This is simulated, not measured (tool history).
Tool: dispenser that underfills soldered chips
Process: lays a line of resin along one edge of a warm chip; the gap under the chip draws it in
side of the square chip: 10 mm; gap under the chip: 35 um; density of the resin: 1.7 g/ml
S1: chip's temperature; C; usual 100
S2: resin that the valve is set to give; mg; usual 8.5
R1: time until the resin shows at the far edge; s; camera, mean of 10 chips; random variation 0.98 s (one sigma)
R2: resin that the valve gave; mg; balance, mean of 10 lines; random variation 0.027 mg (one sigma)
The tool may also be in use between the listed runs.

{"run": 1, "day": 0.0, "S1": 100, "S2": 8.5, "R1": 88.2, "R2": 8.48}
{"run": 2, "day": 0.246, "S1": 100, "S2": 8.5, "R1": 102.5, "R2": 8.44}
{"run": 3, "day": 0.558, "S1": 100, "S2": 8.5, "R1": 121, "R2": 8.39}
{"day": 0.754, "done": "new syringe of resin"}
{"run": 4, "day": 0.896, "S1": 100, "S2": 10.49, "R1": 93.8, "R2": 10.35}
{"run": 5, "day": 1.162, "S1": 100, "S2": 8.5, "R1": 112, "R2": 8.4}
{"run": 6, "day": 1.446, "S1": 113, "S2": 8.5, "R1": 87.4, "R2": 8.35}
{"day": 1.521, "done": "new syringe of resin"}
{"run": 7, "day": 1.833, "S1": 113, "S2": 8.5, "R1": 70.5, "R2": 8.35}
{"run": 8, "day": 2.125, "S1": 113, "S2": 8.5, "R1": 83.2, "R2": 8.28}
{"day": 2.288, "done": "new syringe of resin"}
{"run": 9, "day": 2.421, "S1": 100, "S2": 8.5, "R1": 95.6, "R2": 8.27}
{"run": 10, "day": 2.65, "S1": 100, "S2": 8.5, "R1": 107.4, "R2": 8.29}
{"run": 11, "day": 2.917, "S1": 100, "S2": 10.23, "R1": 120.9, "R2": 9.94}
{"day": 3.046, "done": "new syringe of resin"}
{"run": 12, "day": 3.208, "S1": 114, "S2": 10.61, "R1": 60.6, "R2": 10.32}
{"run": 13, "day": 3.446, "S1": 108, "S2": 8.05, "R1": 85, "R2": 7.78}
{"run": 14, "day": 3.696, "S1": 108, "S2": 8.05, "R1": 98.9, "R2": 7.78}
{"day": 3.821, "done": "new syringe of resin"}
{"run": 15, "day": 4.025, "S1": 108, "S2": 8.05, "R1": 78.8, "R2": 7.78}
{"run": 16, "day": 4.325, "S1": 108, "S2": 8.05, "R1": 92.5, "R2": 7.73}
{"day": 4.575, "done": "new syringe of resin"}
{"run": 17, "day": 4.575, "S1": 92, "S2": 7.91, "R1": 119, "R2": 7.55}
{"run": 18, "day": 4.821, "S1": 92, "S2": 7.91, "R1": 136, "R2": 7.51}
{"day": 4.921, "done": "dispensing valve cleaned and set on the balance"}
{"run": 19, "day": 5.142, "S1": 107, "S2": 8.11, "R1": 92.1, "R2": 8.06}
{"day": 5.367, "done": "new syringe of resin"}
{"run": 20, "day": 5.367, "S1": 105, "S2": 8.5, "R1": 74.4, "R2": 8.5}
{"run": 21, "day": 5.55, "S1": 99, "S2": 8.09, "R1": 99.2, "R2": 8.06}

Forecast each of these 3 alternatives for the next run:
{"run": "A", "day": 5.788, "S1": 108, "S2": 8.02, "R1": "?", "R2": "?"}
{"run": "B", "day": 5.788, "S1": 100, "S2": 9.45, "R1": "?", "R2": "?"}
{"run": "C", "day": 5.788, "S1": 104, "S2": 7.23, "R1": "?", "R2": "?"}

run=A R1=85.4 R2=7.98
run=B R1=108.6 R2=9.37
run=C R1=101.4 R2=7.19
Without the tool's hidden state the same runs would have given:
run=A R1=72.5 R2=8.05
run=B R1=92.5 R2=9.44
run=C R1=86.1 R2=7.25

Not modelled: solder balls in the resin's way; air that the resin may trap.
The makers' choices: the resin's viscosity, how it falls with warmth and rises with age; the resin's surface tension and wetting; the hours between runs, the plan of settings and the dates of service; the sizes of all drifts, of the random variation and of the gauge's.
